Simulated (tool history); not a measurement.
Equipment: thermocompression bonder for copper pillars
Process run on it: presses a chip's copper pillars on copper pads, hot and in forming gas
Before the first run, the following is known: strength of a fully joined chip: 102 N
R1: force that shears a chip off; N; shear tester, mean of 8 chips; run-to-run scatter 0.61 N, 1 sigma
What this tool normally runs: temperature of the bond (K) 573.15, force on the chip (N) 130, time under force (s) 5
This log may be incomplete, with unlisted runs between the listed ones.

run 1 day=0.000 | temperature_of_the_bond_(K)=573.15 force_on_the_chip_(N)=130 time_under_force_(s)=5 | R1=69.6
run 2 day=1.588 | temperature_of_the_bond_(K)=573.15 force_on_the_chip_(N)=130 time_under_force_(s)=14 | R1=85.9
run 3 day=3.462 | temperature_of_the_bond_(K)=573.15 force_on_the_chip_(N)=130 time_under_force_(s)=14 | R1=85.5
run 4 day=5.408 | temperature_of_the_bond_(K)=573.15 force_on_the_chip_(N)=130 time_under_force_(s)=14 | R1=86.1
run 5 day=6.746 | temperature_of_the_bond_(K)=547.15 force_on_the_chip_(N)=130 time_under_force_(s)=14 | R1=72.8
run 6 day=7.829 | temperature_of_the_bond_(K)=547.15 force_on_the_chip_(N)=130 time_under_force_(s)=14 | R1=72.2
-- day=10.117 forming gas filter changed
run 7 day=10.121 | temperature_of_the_bond_(K)=547.15 force_on_the_chip_(N)=130 time_under_force_(s)=8 | R1=62.1
run 8 day=11.288 | temperature_of_the_bond_(K)=573.15 force_on_the_chip_(N)=130 time_under_force_(s)=5 | R1=69.8
run 9 day=12.688 | temperature_of_the_bond_(K)=573.15 force_on_the_chip_(N)=130 time_under_force_(s)=5 | R1=69.0
run 10 day=14.338 | temperature_of_the_bond_(K)=573.15 force_on_the_chip_(N)=130 time_under_force_(s)=5 | R1=69.1
run 11 day=15.488 | temperature_of_the_bond_(K)=573.15 force_on_the_chip_(N)=130 time_under_force_(s)=5 | R1=69.1
run 12 day=17.275 | temperature_of_the_bond_(K)=566.15 force_on_the_chip_(N)=130 time_under_force_(s)=12 | R1=81.0
run 13 day=19.433 | temperature_of_the_bond_(K)=590.15 force_on_the_chip_(N)=145 time_under_force_(s)=5 | R1=80.6
-- day=21.142 forming gas filter changed
run 14 day=21.571 | temperature_of_the_bond_(K)=556.15 force_on_the_chip_(N)=145 time_under_force_(s)=5 | R1=61.3
run 15 day=22.892 | temperature_of_the_bond_(K)=578.15 force_on_the_chip_(N)=165 time_under_force_(s)=9 | R1=87.3
run 16 day=24.404 | temperature_of_the_bond_(K)=573.15 force_on_the_chip_(N)=123 time_under_force_(s)=6 | R1=70.9

What does the tool deliver on the next run?
run 17 day=26.708 | temperature_of_the_bond_(K)=573.15 force_on_the_chip_(N)=123 time_under_force_(s)=6 | R1=?

R1: 71.1 N
Were there no unlogged condition in the tool, this run, its random variation unchanged, would have produced R1 71.0 N.
